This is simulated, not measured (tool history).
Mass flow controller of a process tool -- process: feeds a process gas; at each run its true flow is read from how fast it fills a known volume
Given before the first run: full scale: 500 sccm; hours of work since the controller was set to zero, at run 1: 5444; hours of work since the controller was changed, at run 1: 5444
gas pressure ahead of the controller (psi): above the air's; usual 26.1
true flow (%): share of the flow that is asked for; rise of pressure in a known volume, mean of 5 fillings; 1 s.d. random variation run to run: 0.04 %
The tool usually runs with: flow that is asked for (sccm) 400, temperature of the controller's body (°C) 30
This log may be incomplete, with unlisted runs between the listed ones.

run    hour  flow that is asked for (sccm)  gas pressure ahead of the controller (psi)  temperature of the controller's body (°C)  hours of work since the controller was set to zero  hours of work since the controller was changed  true flow (%)
  1       0                            400                                        26.1                                         30                                                5444                                            5444          99.93
  2    77.6                            400                                        26.1                                         30                                                5500                                            5500          99.98
  3   196.6                            400                                        26.1                                         30                                                5586                                            5586          99.92
  4   331.3                            487                                        26.1                                         30                                                5683                                            5683         100.54
  5   430.4                            487                                        26.1                                         30                                                5755                                            5755         100.54
  6   506.5                            487                                        26.1                                         30                                                5810                                            5810         100.45
  7   626.6                            487                                        26.1                                         30                                                5897                                            5897         100.53
  8   755.6                            400                                        26.1                                         30                                                5990                                            5990          99.93
  9   823.1                             83                                        26.1                                         30                                                6038                                            6038          93.47
      833.9  -- controller's zero set anew
 10   960.6                             83                                        26.1                                         23                                                  91                                            6137          90.38
 11  1044.5                            400                                        26.1                                         30                                                 152                                            6198          99.27
 12    1150                            400                                        21.8                                         30                                                 228                                            6274          99.49
 13  1262.1                            400                                        21.8                                         21                                                 309                                            6355          99.23
 14  1332.6                             75                                        24.8                                         24                                                 360                                            6406          89.03
 15  1451.2                             63                                        32.2                                         28                                                 446                                            6492          86.69
 16  1561.5                             63                                        32.2                                         28                                                 525                                            6571          86.67
     1595.4  -- controller's zero set anew, once more
 17  1661.5                             63                                        32.2                                         28                                                  48                                            6643          99.39
 18  1718.7                            377                                        21.8                                         34                                                  89                                            6685         101.46
 19    1786                             76                                        34.4                                         34                                                 138                                            6733          99.53
 20  1868.9                            400                                        26.1                                         21                                                 198                                            6793         101.05
     1975.7  -- controller exchanged for a calibrated one
 21  2004.9                            400                                        26.1                                         21                                                  21                                              21          99.66
 22  2101.5                            400                                        34.7                                         40                                                  91                                              91          99.94

Run 23, settings as shown, results not yet in. Your forecast:
 23  2158                            400                                          31                                         20                                                 132                                             132              ?

{"run 23": {"true flow (%)": 99.38}}
If the tool had no hidden condition, the same run with the same run-to-run variation would have returned true flow (%) 99.3.
